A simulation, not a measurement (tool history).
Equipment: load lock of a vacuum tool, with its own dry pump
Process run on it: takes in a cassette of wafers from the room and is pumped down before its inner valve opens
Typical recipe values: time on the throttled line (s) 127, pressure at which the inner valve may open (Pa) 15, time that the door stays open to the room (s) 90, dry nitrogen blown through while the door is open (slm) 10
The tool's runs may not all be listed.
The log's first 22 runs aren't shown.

run	hour	time on the throttled line (s)	pressure at which the inner valve may open (Pa)	time that the door stays open to the room (s)	dry nitrogen blown through while the door is open (slm)	hours that the pump has run since its overhaul	times that the door has closed on its seal	incoming humidity of the room's air, %	time from the closed door until the inner valve may open (s)	rise of the pressure with all valves shut (Pa/min)
23	6780.7	76	11	90	7	16335	15191	43.0	189.3	0.099
24	7012.0	127	16	114	40	16566	16127	43.6	227.7	0.088
25	7330.8	124	22	132	11	16885	17416	44.4	219.0	0.118
26	7528.9	124	22	132	5	17083	18217	46.3	219.7	0.128
27	7870.6	127	13	26	10	17425	19599	43.9	228.7	0.111
28	8219.9	127	12	26	40	17774	21012	44.1	230.0	0.108
29	8497.2	99	29	48	10	18052	22134	44.4	196.7	0.136
30	8714.4	162	29	90	12	18269	23012	48.7	249.4	0.148
# hour 8740.4: dry pump taken out, an overhauled one fitted
31	9065.8	228	18	90	10	325	24410	43.7	289.1	0.157
32	9281.3	214	15	195	43	541	25281	44.8	279.1	0.161
33	9607.2	214	12	195	10	867	26599	43.6	279.7	0.188
34	9795.8	106	27	227	34	1055	27362	45.1	179.6	0.185
35	9965.4	127	15	42	10	1225	28048	47.7	204.2	0.179
36	10327.3	127	15	49	10	1587	29512	46.2	205.7	0.193

Here are 4 independent what-if runs from the current tool condition. What would each one return?
A	10718.0	127	17	32	10	1978	31092	49.2	?	?
B	10718.0	191	26	49	10	1978	31092	45.5	?	?
C	10718.0	127	12	90	10	1978	31092	45.8	?	?
D	10718.0	127	20	90	25	1978	31092	45.4	?	?

run	time from the closed door until the inner valve may open (s)	rise of the pressure with all valves shut (Pa/min)
A	204.0	0.207
B	252.7	0.202
C	208.5	0.210
D	200.7	0.203
Take away the tool's hidden state, keep each run's random variation, and the runs would have read:
run	time from the closed door until the inner valve may open (s)	rise of the pressure with all valves shut (Pa/min)
A	202.4	0.031
B	251.6	0.027
C	207.1	0.034
D	199.3	0.028
